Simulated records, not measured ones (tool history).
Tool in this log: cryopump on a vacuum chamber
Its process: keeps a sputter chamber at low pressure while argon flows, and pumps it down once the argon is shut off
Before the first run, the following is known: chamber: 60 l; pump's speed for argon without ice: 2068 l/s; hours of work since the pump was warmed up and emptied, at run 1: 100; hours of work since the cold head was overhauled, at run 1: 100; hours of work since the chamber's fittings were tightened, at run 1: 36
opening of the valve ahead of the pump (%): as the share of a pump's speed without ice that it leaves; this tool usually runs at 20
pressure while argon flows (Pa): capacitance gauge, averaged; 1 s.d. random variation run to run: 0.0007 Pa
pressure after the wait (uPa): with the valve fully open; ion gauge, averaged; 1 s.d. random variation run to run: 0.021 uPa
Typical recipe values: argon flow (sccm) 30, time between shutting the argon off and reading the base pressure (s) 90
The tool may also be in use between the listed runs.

run,hour,argon flow (sccm),time between shutting the argon off and reading the base pressure (s),opening of the valve ahead of the pump (%),hours of work since the pump was warmed up and emptied,hours of work since the cold head was overhauled,hours of work since the chamber's fittings were tightened,pressure while argon flows (Pa),pressure after the wait (uPa)
1,0.0,30,90,20,100,100,36,0.1254,0.40
2,19.7,30,90,20,115,115,50,0.1237,0.42
3,38.4,30,215,20,129,129,64,0.1246,0.30
4,56.4,30,41,20,142,142,77,0.1258,0.65
5,67.9,30,294,20,151,151,86,0.1249,0.25
6,89.1,30,294,20,166,166,102,0.1258,0.29
7,102.4,30,90,24,176,176,112,0.1040,0.43
8,117.5,30,90,20,187,187,123,0.1273,0.42
9,130.0,30,90,20,197,197,132,0.1259,0.44
10,142.7,30,90,20,206,206,142,0.1250,0.43
11,159.1,30,90,20,218,218,154,0.1262,0.47
12,172.8,30,90,20,229,229,164,0.1260,0.50
13,185.1,30,90,20,238,238,173,0.1269,0.45
14,197.7,39,26,20,247,247,182,0.1668,1.00
15,214.4,39,26,20,259,259,195,0.1653,1.05
16,226.1,30,55,20,268,268,203,0.1271,0.62
17,239.5,37,25,20,278,278,213,0.1570,1.07
18,249.6,54,42,52,285,285,221,0.0939,0.74
19,261.0,54,42,52,294,294,229,0.0939,0.78
20,270.7,54,42,52,301,301,236,0.0948,0.76
21,286.6,53,103,20,313,313,248,0.2276,0.49
22,299.2,30,48,44,322,322,258,0.0616,0.68
23,316.6,24,49,44,335,335,271,0.0500,0.75
24,331.2,24,49,44,346,346,281,0.0501,0.75
25,342.8,24,49,44,355,355,290,0.0491,0.78

Results per run with the tool's hidden condition removed, run-to-run variation unchanged:
The hidden state here: pump's speed, % of a pump's without ice; cold plate's temperature, K; leak into the chamber, uPa l/s; drift of the gauge itself on working_pa, %; drift of the gauge itself on base_upa, %.
run,pressure while argon flows (Pa),pressure after the wait (uPa)
1,0.1236,0.36
2,0.1217,0.37
3,0.1224,0.25
4,0.1234,0.59
5,0.1223,0.19
6,0.1228,0.22
7,0.1010,0.36
8,0.1240,0.34
9,0.1224,0.35
10,0.1214,0.34
11,0.1223,0.37
12,0.1219,0.39
13,0.1227,0.34
14,0.1609,0.88
15,0.1591,0.93
16,0.1222,0.49
17,0.1506,0.94
18,0.0844,0.60
19,0.0841,0.63
20,0.0846,0.61
21,0.2172,0.33
22,0.0555,0.52
23,0.0448,0.58
24,0.0448,0.57
25,0.0436,0.59

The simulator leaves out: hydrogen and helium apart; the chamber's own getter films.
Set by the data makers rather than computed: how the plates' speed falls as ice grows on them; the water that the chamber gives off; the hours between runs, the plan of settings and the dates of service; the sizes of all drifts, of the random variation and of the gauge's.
